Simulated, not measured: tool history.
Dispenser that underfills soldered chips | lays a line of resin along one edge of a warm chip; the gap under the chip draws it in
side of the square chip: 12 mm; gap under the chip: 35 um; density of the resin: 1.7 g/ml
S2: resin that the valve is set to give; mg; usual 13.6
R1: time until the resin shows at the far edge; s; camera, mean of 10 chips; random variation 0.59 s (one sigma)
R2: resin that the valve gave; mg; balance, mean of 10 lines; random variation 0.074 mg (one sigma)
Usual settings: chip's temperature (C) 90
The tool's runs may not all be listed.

{"run": 1, "hour": 0.0, "chip's temperature (C)": 90, "S2": 13.6, "R1": 69.1, "R2": 12.8}
{"hour": 5.2, "done": "new syringe of resin"}
{"run": 2, "hour": 5.6, "chip's temperature (C)": 90, "S2": 13.6, "R1": 52.7, "R2": 12.76}
{"run": 3, "hour": 10.6, "chip's temperature (C)": 90, "S2": 13.6, "R1": 68.7, "R2": 12.61}
{"hour": 15.8, "done": "new syringe of resin"}
{"run": 4, "hour": 18.6, "chip's temperature (C)": 90, "S2": 13.6, "R1": 59.1, "R2": 12.69}
{"hour": 26.3, "done": "new syringe of resin"}
{"run": 5, "hour": 27.3, "chip's temperature (C)": 90, "S2": 14.5, "R1": 53, "R2": 13.52}
{"run": 6, "hour": 33.2, "chip's temperature (C)": 90, "S2": 14.5, "R1": 72.5, "R2": 13.34}
{"hour": 37.5, "done": "new syringe of resin"}
{"run": 7, "hour": 39.6, "chip's temperature (C)": 90, "S2": 14.5, "R1": 56, "R2": 13.37}
{"hour": 48.8, "done": "new syringe of resin"}
{"run": 8, "hour": 51.0, "chip's temperature (C)": 103, "S2": 13.6, "R1": 35.2, "R2": 12.44}
{"hour": 59.9, "done": "new syringe of resin"}
{"hour": 63.3, "done": "dispensing valve cleaned and set on the balance"}
{"run": 9, "hour": 63.6, "chip's temperature (C)": 104, "S2": 17.4, "R1": 32.9, "R2": 17.46}
{"hour": 72.1, "done": "new syringe of resin"}
{"run": 10, "hour": 73.4, "chip's temperature (C)": 95, "S2": 13.2, "R1": 45.2, "R2": 13.09}
{"hour": 82.9, "done": "new syringe of resin"}
{"run": 11, "hour": 83.6, "chip's temperature (C)": 87, "S2": 16.5, "R1": 58.8, "R2": 16.43}
{"run": 12, "hour": 91.3, "chip's temperature (C)": 78, "S2": 17, "R1": 126, "R2": 16.76}
{"hour": 93.5, "done": "new syringe of resin"}
{"run": 13, "hour": 99.5, "chip's temperature (C)": 91, "S2": 13.2, "R1": 68.3, "R2": 13}
{"hour": 104.3, "done": "new syringe of resin"}
{"run": 14, "hour": 110.2, "chip's temperature (C)": 91, "S2": 13.2, "R1": 66.5, "R2": 12.87}
{"hour": 115.3, "done": "new syringe of resin"}
{"run": 15, "hour": 116.8, "chip's temperature (C)": 77, "S2": 16.2, "R1": 88.5, "R2": 15.73}
{"run": 16, "hour": 122.2, "chip's temperature (C)": 77, "S2": 16.2, "R1": 117.9, "R2": 15.95}

5 ways to go on from here, each from the tool as it stands after run 16. What would each give?
{"hour": 126.0, "done": "new syringe of resin"}
{"run": "A", "hour": 128.4, "chip's temperature (C)": 105, "S2": 13.6, "R1": "?", "R2": "?"}
{"hour": 126.0, "done": "new syringe of resin"}
{"run": "B", "hour": 128.4, "chip's temperature (C)": 85, "S2": 14.1, "R1": "?", "R2": "?"}
{"hour": 126.0, "done": "new syringe of resin"}
{"run": "C", "hour": 128.4, "chip's temperature (C)": 77, "S2": 14.2, "R1": "?", "R2": "?"}
{"hour": 126.0, "done": "new syringe of resin"}
{"run": "D", "hour": 128.4, "chip's temperature (C)": 82, "S2": 15.7, "R1": "?", "R2": "?"}
{"hour": 126.0, "done": "new syringe of resin"}
{"run": "E", "hour": 128.4, "chip's temperature (C)": 77, "S2": 12.3, "R1": "?", "R2": "?"}

run=A R1=32 R2=13.3
run=B R1=70.4 R2=13.63
run=C R1=96.9 R2=13.76
run=D R1=78.4 R2=15.34
run=E R1=101.1 R2=11.94
Without the tool's hidden state the same runs would have given:
run=A R1=28.6 R2=13.69
run=B R1=63 R2=14.03
run=C R1=86.8 R2=14.17
run=D R1=70.2 R2=15.79
run=E R1=90.3 R2=12.29
